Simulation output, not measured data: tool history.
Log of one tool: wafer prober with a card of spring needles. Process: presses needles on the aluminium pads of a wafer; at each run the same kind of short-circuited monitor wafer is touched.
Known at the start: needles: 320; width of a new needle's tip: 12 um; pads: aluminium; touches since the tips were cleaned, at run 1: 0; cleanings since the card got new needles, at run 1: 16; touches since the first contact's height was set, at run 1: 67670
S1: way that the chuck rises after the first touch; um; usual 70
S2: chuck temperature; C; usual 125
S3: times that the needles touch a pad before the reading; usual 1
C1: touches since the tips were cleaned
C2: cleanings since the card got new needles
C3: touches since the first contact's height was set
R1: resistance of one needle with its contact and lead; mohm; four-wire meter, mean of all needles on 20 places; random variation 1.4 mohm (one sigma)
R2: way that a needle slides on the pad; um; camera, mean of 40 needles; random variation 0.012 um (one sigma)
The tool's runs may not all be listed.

run   hour  S1   S2  S3    C1  C2     C3   R1     R2
  1      0  70  125   1     0  16  67670  130  17.73
  2    9.9  70  125   1  1936  16  69606  131   17.7
  3   23.7  70  125   2  4636  16  72306  131  17.68
  4   41.9  70  125   2  8199  16  75869  132  17.63
      42.9  -- tips cleaned on abrasive film
  5   59.9  70  125   2  3327  17  79374  131  17.59
  6   68.3  70  125   2  4975  17  81022  129  17.57
        80  -- height of the first contact set anew
      86.2  -- tips cleaned on abrasive film
  7   86.9  70  125   2   144  18   1342  131  17.52
  8  105.3  70  125   1  3742  18   4940  133  17.51
  9    119  70   77   1  6421  18   7619  126  17.48
     128.6  -- tips cleaned on abrasive film
 10  129.5  70  125   1   171  19   9647  130  17.44
 11  138.9  70  125   1  2023  19  11499  132  17.43
 12    158  70   26   1  5758  19  15234  116  17.38
     171.2  -- tips cleaned on abrasive film
 13  171.2  70   26   1     0  20  17795  114  17.38
 14  188.1  70  125   1  3295  20  21090  131  17.32
 15  196.5  70   52   2  4944  20  22739  121  17.31
 16  205.2  60   52   1  6654  20  24449  122  14.82
     214.1  -- tips cleaned on abrasive film
 17  215.2  70   32   1   223  21  26380  116  17.25
 18    233  70   32   1  3714  21  29871  117  17.22
     242.7  -- gauge calibrated
 19  252.3  70   32   1  7485  21  33642  118  17.71
     256.8  -- tips cleaned on abrasive film
 20  265.9  70   32   1  1774  22  36282  116  17.67
 21  283.4  89   51   2  5205  22  39713  117  22.44
 22  296.2  70   56   2  7705  22  42213  121  17.61
     299.4  -- tips cleaned on abrasive film
 23  305.9  78   68   2  1262  23  44087  122   19.6
 24  314.6  86   68   2  2961  23  45786  120   21.6
 25  335.2  75   44   1  6996  23  49821  116  18.81
     341.9  -- tips cleaned on abrasive film
 26    348  55   47   3  1184  24  52307  125  13.76
 27  356.7  79   43   2  2884  24  54007  116  19.73
 28  371.4  70   37   1  5763  24  56886  119  17.45

Forecast each of these 4 alternatives for the next run:
  A  383.8  84   38   1  8193  24  59316   ?   ?
  B  383.8  55  125   2  8193  24  59316   ?   ?
  C  383.8  55  125   1  8193  24  59316   ?   ?
  D  383.8  81   73   2  8193  24  59316   ?   ?

run   R1     R2
  A  115  20.91
  B  137  13.68
  C  134  13.69
  D  121  20.15
Without the tool's hidden state the same runs would have given:
run   R1     R2
  A  114  21.28
  B  136  13.93
  C  133  13.93
  D  121  20.51
